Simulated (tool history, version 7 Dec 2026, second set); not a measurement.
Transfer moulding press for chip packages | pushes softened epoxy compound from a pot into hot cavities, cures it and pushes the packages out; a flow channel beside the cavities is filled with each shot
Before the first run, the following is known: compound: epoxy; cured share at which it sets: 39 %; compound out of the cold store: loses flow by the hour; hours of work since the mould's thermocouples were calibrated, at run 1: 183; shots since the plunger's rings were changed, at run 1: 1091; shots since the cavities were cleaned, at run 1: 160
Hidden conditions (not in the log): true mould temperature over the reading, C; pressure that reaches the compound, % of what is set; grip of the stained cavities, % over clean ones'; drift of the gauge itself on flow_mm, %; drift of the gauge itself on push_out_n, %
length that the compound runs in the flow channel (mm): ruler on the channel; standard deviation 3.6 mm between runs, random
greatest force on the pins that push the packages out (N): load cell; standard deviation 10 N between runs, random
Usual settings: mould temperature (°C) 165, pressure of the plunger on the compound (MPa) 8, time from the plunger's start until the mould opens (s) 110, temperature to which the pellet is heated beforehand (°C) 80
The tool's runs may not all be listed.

run,hour,mould temperature (°C),pressure of the plunger on the compound (MPa),time from the plunger's start until the mould opens (s),temperature to which the pellet is heated beforehand (°C),hours of work since the mould's thermocouples were calibrated,shots since the plunger's rings were changed,shots since the cavities were cleaned,incoming compound's hours out of the cold store,length that the compound runs in the flow channel (mm),greatest force on the pins that push the packages out (N)
1,0,165,8,110,80,183,1091,160,29.1,748,572
2,28.5,165,8.59,110,80,204,1483,552,41.8,726,730
# hour 58.3: cavities cleaned with cleaning compound and waxed
3,63.8,165,8.59,110,80,230,1948,76,16.8,811,1033
4,91.3,171,8,110,80,250,2326,454,37.6,689,795
# hour 127.8: cavities cleaned with cleaning compound and waxed
5,134.5,165,8,110,80,282,2900,93,11,806,565
6,166.8,165,8,110,80,306,3344,537,26.5,739,783
# hour 199.2: cavities cleaned with cleaning compound and waxed
7,205.7,165,8.82,143,80,334,3857,90,30.9,763,443
8,225.5,165,8.82,143,80,349,4130,363,32.8,755,557
# hour 233.1: cavities cleaned with cleaning compound and waxed, once more
9,264,165,8.82,143,80,377,4638,424,14.8,810,560
10,288.7,172,6.39,110,84,396,4978,764,32.6,614,628
# hour 304.8: cavities cleaned with cleaning compound and waxed
11,312.5,160,8,110,80,412,5283,105,16.4,781,893
12,341,158,8.8,116,79,434,5676,498,28.5,784,1156

Each row is a separate what-if for the run after 12, all from the same tool condition, not one after another. Results?
A,368,158,6.69,109,72,454,6047,869,9.8,?,?
B,368,158,7.11,113,80,454,6047,869,17.6,?,?
C,368,158,8.8,116,76,454,6047,869,15.6,?,?

run,length that the compound runs in the flow channel (mm),greatest force on the pins that push the packages out (N)
A,747,1589
B,737,1410
C,829,1324
Without the tool's hidden state the same runs would have given:
run,length that the compound runs in the flow channel (mm),greatest force on the pins that push the packages out (N)
A,787,827
B,776,736
C,873,690
